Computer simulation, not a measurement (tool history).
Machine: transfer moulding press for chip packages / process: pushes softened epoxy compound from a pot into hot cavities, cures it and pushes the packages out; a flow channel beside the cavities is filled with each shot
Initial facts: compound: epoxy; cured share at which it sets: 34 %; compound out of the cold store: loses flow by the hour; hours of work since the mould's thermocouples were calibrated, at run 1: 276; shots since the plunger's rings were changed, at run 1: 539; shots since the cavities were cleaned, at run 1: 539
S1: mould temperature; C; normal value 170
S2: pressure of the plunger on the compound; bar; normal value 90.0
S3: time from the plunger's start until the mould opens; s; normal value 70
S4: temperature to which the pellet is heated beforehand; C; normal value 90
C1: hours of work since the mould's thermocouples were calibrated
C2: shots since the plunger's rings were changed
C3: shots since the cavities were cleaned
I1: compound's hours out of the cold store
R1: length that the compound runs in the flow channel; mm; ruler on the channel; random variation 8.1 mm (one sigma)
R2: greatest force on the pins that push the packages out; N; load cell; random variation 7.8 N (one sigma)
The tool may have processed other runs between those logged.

| run | hour | S1 | S2 | S3 | S4 | C1 | C2 | C3 | I1 | R1 | R2 |
|---|---|---|---|---|---|---|---|---|---|---|---|
| 1 | 0.0 | 170 | 90.0 | 70 | 90 | 276 | 539 | 539 | 20.3 | 905 | 461 |
|  | 44.5 | cavities cleaned with cleaning compound and waxed |
| 2 | 55.0 | 170 | 90.0 | 70 | 90 | 299 | 1087 | 107 | 45.2 | 841 | 344 |
| 3 | 94.3 | 170 | 90.0 | 70 | 90 | 316 | 1490 | 510 | 24.0 | 879 | 452 |
|  | 122.9 | mould's thermocouples calibrated |
|  | 144.2 | cavities cleaned with cleaning compound and waxed |
| 4 | 147.9 | 170 | 90.0 | 70 | 90 | 10 | 2003 | 38 | 13.3 | 892 | 330 |
| 5 | 191.8 | 170 | 90.0 | 70 | 90 | 29 | 2453 | 488 | 19.1 | 869 | 451 |
| 6 | 229.2 | 170 | 90.0 | 70 | 90 | 45 | 2836 | 871 | 31.5 | 831 | 488 |
|  | 243.0 | cavities cleaned with cleaning compound and waxed |
| 7 | 267.9 | 170 | 90.0 | 70 | 90 | 61 | 3217 | 256 | 20.6 | 858 | 405 |
| 8 | 324.8 | 170 | 90.0 | 70 | 90 | 86 | 3799 | 838 | 27.2 | 838 | 488 |
|  | 342.4 | cavities cleaned with cleaning compound and waxed |
| 9 | 370.0 | 170 | 90.0 | 70 | 90 | 105 | 4247 | 283 | 19.3 | 851 | 400 |
| 10 | 434.4 | 170 | 90.0 | 60 | 90 | 132 | 4906 | 942 | 18.7 | 831 | 766 |
|  | 439.9 | cavities cleaned with cleaning compound and waxed |
|  | 463.1 | mould's thermocouples calibrated, once more |
| 11 | 493.6 | 170 | 90.0 | 60 | 90 | 13 | 5477 | 530 | 19.4 | 824 | 714 |
|  | 527.8 | plunger's sealing rings changed |
|  | 541.3 | cavities cleaned with cleaning compound and waxed |
| 12 | 561.0 | 170 | 90.0 | 60 | 90 | 41 | 325 | 203 | 18.4 | 917 | 611 |
| 13 | 617.7 | 170 | 90.0 | 70 | 90 | 65 | 905 | 783 | 45.7 | 847 | 503 |
|  | 638.4 | cavities cleaned with cleaning compound and waxed |
| 14 | 659.9 | 170 | 90.0 | 64 | 90 | 83 | 1322 | 220 | 36.9 | 856 | 481 |
| 15 | 713.7 | 172 | 90.0 | 65 | 90 | 106 | 1873 | 771 | 20.0 | 866 | 565 |
|  | 736.1 | cavities cleaned with cleaning compound and waxed |
| 16 | 750.3 | 163 | 91.7 | 70 | 90 | 121 | 2232 | 145 | 32.6 | 864 | 605 |
| 17 | 807.0 | 162 | 76.6 | 86 | 88 | 145 | 2813 | 726 | 34.5 | 788 | 498 |
|  | 831.9 | cavities cleaned with cleaning compound and waxed |
| 18 | 852.1 | 162 | 76.6 | 86 | 88 | 164 | 3260 | 208 | 39.7 | 770 | 409 |
| 19 | 896.2 | 162 | 76.6 | 86 | 88 | 183 | 3712 | 660 | 36.9 | 772 | 492 |
|  | 928.7 | cavities cleaned with cleaning compound and waxed |
| 20 | 932.6 | 162 | 76.6 | 86 | 88 | 198 | 4069 | 40 | 22.7 | 787 | 347 |
| 21 | 1003.7 | 170 | 72.2 | 70 | 99 | 229 | 4797 | 768 | 47.4 | 687 | 469 |
|  | 1026.8 | cavities cleaned with cleaning compound and waxed |
| 22 | 1062.4 | 175 | 92.9 | 70 | 99 | 254 | 5382 | 364 | 12.6 | 826 | 332 |
|  | 1107.4 | plunger's sealing rings changed |
| 23 | 1119.1 | 170 | 96.6 | 70 | 90 | 277 | 120 | 920 | 43.1 | 897 | 512 |
|  | 1125.4 | cavities cleaned with cleaning compound and waxed |
| 24 | 1170.4 | 170 | 96.6 | 70 | 90 | 298 | 630 | 461 | 18.3 | 935 | 448 |
| 25 | 1218.3 | 176 | 96.6 | 86 | 90 | 319 | 1121 | 952 | 23.5 | 898 | 351 |
|  | 1226.9 | cavities cleaned with cleaning compound and waxed |
|  | 1241.7 | mould's thermocouples calibrated |
| 26 | 1290.2 | 170 | 90.0 | 70 | 86 | 21 | 1821 | 628 | 14.9 | 894 | 523 |
|  | 1327.7 | cavities cleaned with cleaning compound and waxed |
| 27 | 1366.4 | 168 | 80.8 | 70 | 83 | 53 | 2586 | 396 | 19.4 | 842 | 557 |

4 options for the next run, each taken on its own from the tool as it stands now. Forecast them:
| A | 1402.7 | 177 | 80.8 | 70 | 82 | 69 | 2958 | 768 | 26.0 | ? | ? |
| B | 1402.7 | 172 | 74.7 | 70 | 84 | 69 | 2958 | 768 | 44.6 | ? | ? |
| C | 1402.7 | 174 | 101.3 | 70 | 88 | 69 | 2958 | 768 | 40.2 | ? | ? |
| D | 1402.7 | 174 | 92.9 | 70 | 83 | 69 | 2958 | 768 | 23.0 | ? | ? |

| run | R1 | R2 |
|---|---|---|
| A | 782 | 408 |
| B | 744 | 461 |
| C | 876 | 415 |
| D | 861 | 435 |
The same runs, with their run-to-run variation unchanged, on a tool lacking any hidden condition would have given:
| run | R1 | R2 |
|---|---|---|
| A | 831 | 257 |
| B | 790 | 283 |
| C | 931 | 258 |
| D | 915 | 270 |
